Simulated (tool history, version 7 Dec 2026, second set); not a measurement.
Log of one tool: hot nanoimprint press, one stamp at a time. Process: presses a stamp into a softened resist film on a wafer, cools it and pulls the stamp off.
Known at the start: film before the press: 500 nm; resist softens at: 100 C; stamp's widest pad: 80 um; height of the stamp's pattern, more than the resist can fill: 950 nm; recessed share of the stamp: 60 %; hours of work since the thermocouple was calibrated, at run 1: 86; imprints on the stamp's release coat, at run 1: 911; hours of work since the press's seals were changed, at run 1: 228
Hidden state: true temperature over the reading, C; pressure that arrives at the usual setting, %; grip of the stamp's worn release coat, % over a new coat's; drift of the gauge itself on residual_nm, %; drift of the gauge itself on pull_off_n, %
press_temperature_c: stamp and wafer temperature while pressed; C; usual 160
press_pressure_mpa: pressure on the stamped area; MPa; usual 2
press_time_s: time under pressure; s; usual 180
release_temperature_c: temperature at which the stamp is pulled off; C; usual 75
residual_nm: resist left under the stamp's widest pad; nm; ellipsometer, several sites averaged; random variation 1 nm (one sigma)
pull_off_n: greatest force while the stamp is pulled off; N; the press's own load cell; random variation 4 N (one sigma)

run     day  press_temperature_c  press_pressure_mpa  press_time_s  release_temperature_c  hours of work since the thermocouple was calibrated  imprints on the stamp's release coat  hours of work since the press's seals were changed  residual_nm  pull_off_n
  1       0                  160                   2           180                     75                                                   86                                   911                                                 228        206.5         197
  2   1.621                  160                   2           180                     75                                                  112                                   991                                                 254        205.8         197
  3   2.454                  160                   2           180                     75                                                  125                                  1033                                                 268        205.8         198
  4   3.558                  160                   2           139                     75                                                  143                                  1087                                                 285        226.9         191
  5   4.762                  160                   2           163                     75                                                  162                                  1147                                                 305        216.1         196
  6   5.571                  160                   2           163                     75                                                  175                                  1187                                                 318        213.5         202
  7   7.133                  160                   2           180                     71                                                  200                                  1264                                                 343        206.6         215
  8   8.258                  160                   2           180                     71                                                  219                                  1320                                                 361          207         215
  9   9.988                  170                   2           180                     75                                                  246                                  1405                                                 389          116         198
     11.767  -- plate thermocouple calibrated
 10  12.079                  160                   2           180                     75                                                    5                                  1503                                                 420        207.4         192
 11  13.871                  160                   2           180                     75                                                   34                                  1591                                                 449        208.9         198
 12  15.017                  160                   2           180                     75                                                   52                                  1648                                                 467        209.3         196
 13  15.908                  160                   2           180                     75                                                   67                                  1692                                                 482        208.7         200
 14  17.683                  160                   2           180                     81                                                   95                                  1780                                                 510        210.3         172
 15  18.929                  160                   2           180                     81                                                  115                                  1842                                                 530        208.7         168
 16  20.267                  160                1.85           180                     68                                                  137                                  1908                                                 552        216.7         226
 17  21.342                  160                1.85            94                     68                                                  154                                  1961                                                 569        275.7         224
 18  23.296                  167                1.85           171                     68                                                  185                                  2058                                                 601        148.1         216
 19  24.825                  167                 1.5           141                     68                                                  210                                  2133                                                 625        179.4         221
 20  26.388                  151                 1.5           310                     69                                                  235                                  2211                                                 650        313.5         227
     26.542  -- gauge calibrated
     27.921  -- stamp cleaned and given a new release coat
 21  28.167                  151                 1.5           310                     69                                                  260                                    12                                                 675        307.1         223
     29.042  -- plate thermocouple calibrated
 22  29.129                  164                2.67           310                     75                                                    1                                    54                                                 688        111.3         198
 23  30.812                  164                2.67           310                     75                                                   29                                   137                                                 715        111.5         196
 24  32.692                  160                   2           193                     63                                                   59                                   230                                                 746        201.8         245
 25  33.929                  160                   2           193                     63                                                   79                                   291                                                 765        201.4         250
     35.588  -- press's hydraulic seals changed and the load cell set to zero
 26  35.621                  160                3.03           180                     71                                                  100                                   359                                                   1        171.3         219
 27  37.217                  164                3.03           247                     71                                                  126                                   438                                                  26        117.6         212
 28  38.575                  161                2.34           192                     82                                                  148                                   505                                                  48        177.1         169
 29  40.196                  161                2.34           181                     75                                                  174                                   585                                                  74        183.1         199

5 ways to go on from here, each from the tool as it stands after run 29. What would each give?
  A  41.421                  161                2.07           174                     62                                                  194                                   646                                                  94            ?           ?
  B  41.421                  170                2.34           181                     75                                                  194                                   646                                                  94            ?           ?
  C  41.421                  166                1.91           169                     75                                                  194                                   646                                                  94            ?           ?
  D  41.421                  161                2.34           264                     65                                                  194                                   646                                                  94            ?           ?
  E  41.421                  160                   2           180                     63                                                  194                                   646                                                  94            ?           ?

run  residual_nm  pull_off_n
  A        196.6         253
  B        107.7         192
  C        154.6         193
  D        155.7         237
  E        206.4         245
Without the tool's hidden state the same runs would have given:
run  residual_nm  pull_off_n
  A          194         253
  B        106.3         191
  C        152.6         192
  D        153.6         237
  E        203.7         244
